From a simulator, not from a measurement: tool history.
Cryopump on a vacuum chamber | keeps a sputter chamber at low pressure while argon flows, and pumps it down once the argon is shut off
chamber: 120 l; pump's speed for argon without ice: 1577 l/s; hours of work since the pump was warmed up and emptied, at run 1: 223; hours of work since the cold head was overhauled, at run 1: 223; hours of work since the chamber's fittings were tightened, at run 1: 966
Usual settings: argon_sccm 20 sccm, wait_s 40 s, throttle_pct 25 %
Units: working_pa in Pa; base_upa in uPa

run   hour  argon_sccm  wait_s  throttle_pct  hours of work since the pump was warmed up and emptied  hours of work since the cold head was overhauled  hours of work since the chamber's fittings were tightened  working_pa  base_upa
  1    0.0          20      40            25                                                     223                                               223                                                        966      0.0872      2.98
  2   29.2          20      40            25                                                     237                                               237                                                        980      0.0871      2.95
  3   66.8          20      40            25                                                     255                                               255                                                        999      0.0872      2.95
  4   93.5          20      40            25                                                     268                                               268                                                       1011      0.0866      3.09
  5  128.3          20      40            25                                                     285                                               285                                                       1028      0.0871      3.02
  6  163.7          20      40            25                                                     302                                               302                                                       1045      0.0873      3.10
  7  181.9          20      40            25                                                     310                                               310                                                       1054      0.0879      3.12
  8  205.9          20      40            25                                                     322                                               322                                                       1066      0.0874      3.14
  9  235.4          20      40            25                                                     336                                               336                                                       1080      0.0884      3.12
 10  267.6          20      40            25                                                     352                                               352                                                       1095      0.0862      3.16
 11  296.1          25      44            27                                                     365                                               365                                                       1109      0.1013      2.95

The next listed run, before its measurement:
 12  323.4          25      35            58                                                     379                                               379                                                       1122           ?         ?

working_pa: 0.0484 Pa
base_upa: 3.41 uPa
Without the tool's hidden state the same run would have given working_pa 0.0460 Pa, base_upa 2.41 uPa.
